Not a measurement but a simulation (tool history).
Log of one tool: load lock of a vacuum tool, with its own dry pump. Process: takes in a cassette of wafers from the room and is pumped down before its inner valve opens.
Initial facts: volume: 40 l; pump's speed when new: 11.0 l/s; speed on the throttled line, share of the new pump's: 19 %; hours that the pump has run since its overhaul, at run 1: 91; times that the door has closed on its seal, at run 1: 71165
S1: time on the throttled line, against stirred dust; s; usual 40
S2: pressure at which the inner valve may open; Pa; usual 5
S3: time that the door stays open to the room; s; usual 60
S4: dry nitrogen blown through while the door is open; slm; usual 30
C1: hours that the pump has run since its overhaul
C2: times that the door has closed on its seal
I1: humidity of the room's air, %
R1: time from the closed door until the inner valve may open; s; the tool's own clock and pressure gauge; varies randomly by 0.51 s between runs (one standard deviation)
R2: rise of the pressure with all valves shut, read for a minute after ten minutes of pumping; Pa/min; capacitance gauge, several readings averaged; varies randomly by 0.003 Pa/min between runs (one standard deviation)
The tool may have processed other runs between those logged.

| run | hour | S1 | S2 | S3 | S4 | C1 | C2 | I1 | R1 | R2 |
|---|---|---|---|---|---|---|---|---|---|---|
| 1 | 0 | 40 | 5 | 60 | 30 | 91 | 71165 | 42.4 | 68.9 | 0.259 |
| 2 | 541.6 | 40 | 5 | 60 | 30 | 632 | 72784 | 41.6 | 70.7 | 0.265 |
| 3 | 1156.9 | 40 | 5 | 60 | 30 | 1248 | 74623 | 44.3 | 69.6 | 0.277 |
| 4 | 1501.1 | 40 | 5 | 60 | 30 | 1592 | 75652 | 44.1 | 69.7 | 0.276 |
|  | 1926.3 | door's seal changed, seat wiped |
| 5 | 1946.6 | 40 | 5 | 60 | 30 | 2036 | 61 | 45.5 | 69.2 | 0.048 |
| 6 | 2559.4 | 35 | 5 | 60 | 30 | 2649 | 1893 | 45.6 | 65.5 | 0.052 |
| 7 | 2844.5 | 35 | 5 | 60 | 30 | 2934 | 2745 | 44.4 | 66.4 | 0.053 |
| 8 | 3442 | 53 | 5 | 60 | 30 | 3531 | 4531 | 43.3 | 81 | 0.047 |
| 9 | 3715.9 | 53 | 5 | 60 | 30 | 3805 | 5349 | 44.5 | 82.1 | 0.052 |
| 10 | 4083.6 | 40 | 5 | 60 | 30 | 4173 | 6448 | 45.8 | 71.4 | 0.058 |
| 11 | 4549.6 | 40 | 5 | 32 | 30 | 4639 | 7841 | 45.7 | 71.2 | 0.041 |
| 12 | 4900.9 | 40 | 5 | 32 | 30 | 4990 | 8892 | 48.3 | 70.7 | 0.044 |
| 13 | 5526.1 | 71 | 5 | 163 | 30 | 5615 | 10760 | 44.4 | 96.3 | 0.113 |
| 14 | 6033.1 | 71 | 5 | 163 | 30 | 6122 | 12276 | 44.3 | 97.6 | 0.107 |
| 15 | 6329.5 | 71 | 5 | 163 | 30 | 6419 | 13162 | 43.4 | 96.8 | 0.103 |
| 16 | 6686.7 | 66 | 6 | 108 | 6 | 6776 | 14229 | 41.9 | 91.7 | 0.127 |
| 17 | 7318 | 38 | 6 | 38 | 25 | 7407 | 16116 | 48.5 | 69.1 | 0.06 |
| 18 | 7653.7 | 38 | 6 | 38 | 25 | 7743 | 17120 | 42.5 | 70.5 | 0.061 |
| 19 | 8019.8 | 38 | 6 | 38 | 25 | 8109 | 18214 | 46.5 | 70.9 | 0.069 |
| 20 | 8396.4 | 75 | 5 | 118 | 20 | 8486 | 19340 | 46 | 100.6 | 0.121 |
| 21 | 8854.7 | 75 | 6 | 118 | 42 | 8944 | 20709 | 42.8 | 99.8 | 0.096 |

Difference, measured minus no-hidden-state, one row per run. Run-to-run variation is common to both terms; the gauge's own scatter need not be:
Unlogged tool condition in this case: pump's speed, % of a new pump's; leak at the door's seal, Pa l/s; drift of the gauge itself on ready_s, %; drift of the gauge itself on rise_pa_min, %.
| run | R1 | R2 |
|---|---|---|
| 1 | +0.3 | +0.214 |
| 2 | +0.4 | +0.223 |
| 3 | +0.7 | +0.231 |
| 4 | +0.8 | +0.235 |
| 5 | +0.9 | +0.002 |
| 6 | +1.3 | +0.004 |
| 7 | +1.4 | +0.005 |
| 8 | +1.5 | +0.007 |
| 9 | +1.6 | +0.008 |
| 10 | +2 | +0.01 |
| 11 | +2.1 | +0.011 |
| 12 | +2.3 | +0.013 |
| 13 | +2.1 | +0.015 |
| 14 | +2.3 | +0.018 |
| 15 | +2.3 | +0.02 |
| 16 | +2.5 | +0.022 |
| 17 | +3.3 | +0.026 |
| 18 | +3.5 | +0.028 |
| 19 | +3.7 | +0.031 |
| 20 | +3 | +0.033 |
| 21 | +3.2 | +0.036 |
